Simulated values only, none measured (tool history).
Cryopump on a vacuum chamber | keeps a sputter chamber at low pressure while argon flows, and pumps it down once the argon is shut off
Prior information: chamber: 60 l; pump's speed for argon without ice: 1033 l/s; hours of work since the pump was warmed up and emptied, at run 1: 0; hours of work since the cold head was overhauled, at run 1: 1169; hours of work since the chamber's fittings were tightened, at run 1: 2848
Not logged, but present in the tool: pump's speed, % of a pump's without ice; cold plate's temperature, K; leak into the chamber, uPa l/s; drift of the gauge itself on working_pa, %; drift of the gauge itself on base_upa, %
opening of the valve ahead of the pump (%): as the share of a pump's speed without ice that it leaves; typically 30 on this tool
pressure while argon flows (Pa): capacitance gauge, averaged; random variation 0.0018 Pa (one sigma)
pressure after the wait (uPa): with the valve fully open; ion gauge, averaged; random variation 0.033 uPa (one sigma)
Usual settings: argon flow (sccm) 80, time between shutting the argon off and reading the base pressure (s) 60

| run | day | argon flow (sccm) | time between shutting the argon off and reading the base pressure (s) | opening of the valve ahead of the pump (%) | hours of work since the pump was warmed up and emptied | hours of work since the cold head was overhauled | hours of work since the chamber's fittings were tightened | pressure while argon flows (Pa) | pressure after the wait (uPa) |
|---|---|---|---|---|---|---|---|---|---|
| 1 | 0.000 | 80 | 60 | 30 | 0 | 1169 | 2848 | 0.4380 | 4.38 |
| 2 | 1.238 | 80 | 60 | 30 | 24 | 1193 | 2872 | 0.4380 | 4.55 |
| 3 | 2.604 | 80 | 60 | 30 | 50 | 1219 | 2898 | 0.4443 | 4.38 |
| 4 | 3.938 | 80 | 60 | 30 | 76 | 1245 | 2924 | 0.4410 | 4.52 |
| 5 | 5.112 | 80 | 60 | 30 | 99 | 1268 | 2946 | 0.4385 | 4.51 |
| 6 | 6.804 | 80 | 60 | 30 | 132 | 1301 | 2979 | 0.4406 | 4.53 |
| 7 | 8.179 | 34 | 84 | 30 | 158 | 1327 | 3006 | 0.1856 | 4.16 |
|  | 8.921 | leaking fittings of the chamber tightened, without venting |
| 8 | 10.012 | 77 | 59 | 16 | 192 | 1361 | 21 | 0.7882 | 1.81 |
| 9 | 11.200 | 77 | 59 | 16 | 215 | 1384 | 44 | 0.7928 | 1.85 |
| 10 | 12.171 | 127 | 79 | 17 | 234 | 1403 | 63 | 1.2320 | 1.55 |
| 11 | 13.325 | 62 | 79 | 34 | 256 | 1425 | 85 | 0.3049 | 1.54 |
| 12 | 14.271 | 62 | 79 | 34 | 274 | 1443 | 103 | 0.3043 | 1.50 |

What if the next run were any one of these 5? Each begins from the tool's condition after run 12:
| A | 16.125 | 62 | 93 | 22 | 310 | 1479 | 139 | ? | ? |
| B | 16.125 | 62 | 79 | 18 | 310 | 1479 | 139 | ? | ? |
| C | 16.125 | 62 | 38 | 34 | 310 | 1479 | 139 | ? | ? |
| D | 16.125 | 127 | 22 | 15 | 310 | 1479 | 139 | ? | ? |
| E | 16.125 | 38 | 133 | 51 | 310 | 1479 | 139 | ? | ? |

| run | pressure while argon flows (Pa) | pressure after the wait (uPa) |
|---|---|---|
| A | 0.4686 | 1.47 |
| B | 0.5689 | 1.60 |
| C | 0.3058 | 2.77 |
| D | 1.3855 | 4.28 |
| E | 0.1243 | 1.10 |
Without the tool's hidden state the same runs would have given:
| run | pressure while argon flows (Pa) | pressure after the wait (uPa) |
|---|---|---|
| A | 0.4623 | 1.25 |
| B | 0.5626 | 1.38 |
| C | 0.2995 | 2.55 |
| D | 1.3728 | 4.06 |
| E | 0.1205 | 0.89 |

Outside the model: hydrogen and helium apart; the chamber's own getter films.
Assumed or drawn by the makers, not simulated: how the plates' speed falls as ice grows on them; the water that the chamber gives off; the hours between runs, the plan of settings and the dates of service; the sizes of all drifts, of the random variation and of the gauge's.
